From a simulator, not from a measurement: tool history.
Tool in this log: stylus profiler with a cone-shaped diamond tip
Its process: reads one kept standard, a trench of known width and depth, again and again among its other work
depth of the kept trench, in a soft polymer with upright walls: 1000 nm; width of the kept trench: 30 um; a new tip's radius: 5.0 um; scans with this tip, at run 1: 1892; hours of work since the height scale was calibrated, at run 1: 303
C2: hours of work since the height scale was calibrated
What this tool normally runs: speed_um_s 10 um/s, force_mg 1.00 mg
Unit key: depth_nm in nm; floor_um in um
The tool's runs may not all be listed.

Run 1, day 0.000: usual settings; scans with this tip 1892; C2 303. Result: depth_nm 1005.00 nm, floor_um 23.96 um.
Run 2, day 0.608: usual settings; scans with this tip 1933; C2 310. Result: depth_nm 1004.85 nm, floor_um 23.91 um.
Run 3, day 0.921: usual settings; scans with this tip 1954; C2 313. Result: depth_nm 1004.54 nm, floor_um 23.97 um.
Run 4, day 1.454: usual settings; scans with this tip 1989; C2 319. Result: depth_nm 1004.89 nm, floor_um 23.94 um.
Run 5, day 2.079: usual settings but force_mg 2.51 mg; scans with this tip 2031; C2 326. Result: depth_nm 1009.36 nm, floor_um 23.98 um.
Run 6, day 2.446: usual settings but force_mg 2.51 mg; scans with this tip 2055; C2 329. Result: depth_nm 1009.17 nm, floor_um 23.96 um.
Run 7, day 2.962: usual settings but force_mg 2.51 mg; scans with this tip 2089; C2 335. Result: depth_nm 1009.07 nm, floor_um 23.98 um.
Run 8, day 3.350: usual settings but speed_um_s 5 um/s, force_mg 2.51 mg; scans with this tip 2115; C2 339. Result: depth_nm 1009.26 nm, floor_um 23.98 um.
Run 9, day 3.704: usual settings but speed_um_s 5 um/s, force_mg 2.51 mg; scans with this tip 2139; C2 343. Result: depth_nm 1009.13 nm, floor_um 23.97 um.
Run 10, day 4.100: usual settings but speed_um_s 5 um/s, force_mg 2.51 mg; scans with this tip 2165; C2 347. Result: depth_nm 1008.73 nm, floor_um 23.92 um.
Run 11, day 4.696: usual settings but speed_um_s 5 um/s, force_mg 2.51 mg; scans with this tip 2205; C2 354. Result: depth_nm 1009.46 nm, floor_um 24.02 um.
Run 12, day 5.250: usual settings but speed_um_s 30 um/s, force_mg 0.43 mg; scans with this tip 2242; C2 359. Result: depth_nm 1002.50 nm, floor_um 23.73 um.
Run 13, day 5.729: usual settings but force_mg 0.37 mg; scans with this tip 2274; C2 365. Result: depth_nm 1002.62 nm, floor_um 23.92 um.
Run 14, day 6.162: usual settings but speed_um_s 40 um/s, force_mg 0.52 mg; scans with this tip 2303; C2 369. Result: depth_nm 1003.09 nm, floor_um 23.75 um.

For run 15, what comes out?
Run 15, day 6.762: usual settings but speed_um_s 3 um/s, force_mg 0.44 mg; scans with this tip 2343; C2 376. Result: depth_nm ?, floor_um ?.

depth_nm: 1002.62 nm
floor_um: 23.95 um
If the tool had no hidden condition, the same run with the same run-to-run variation would have returned depth_nm 1002.61 nm, floor_um 23.96 um.

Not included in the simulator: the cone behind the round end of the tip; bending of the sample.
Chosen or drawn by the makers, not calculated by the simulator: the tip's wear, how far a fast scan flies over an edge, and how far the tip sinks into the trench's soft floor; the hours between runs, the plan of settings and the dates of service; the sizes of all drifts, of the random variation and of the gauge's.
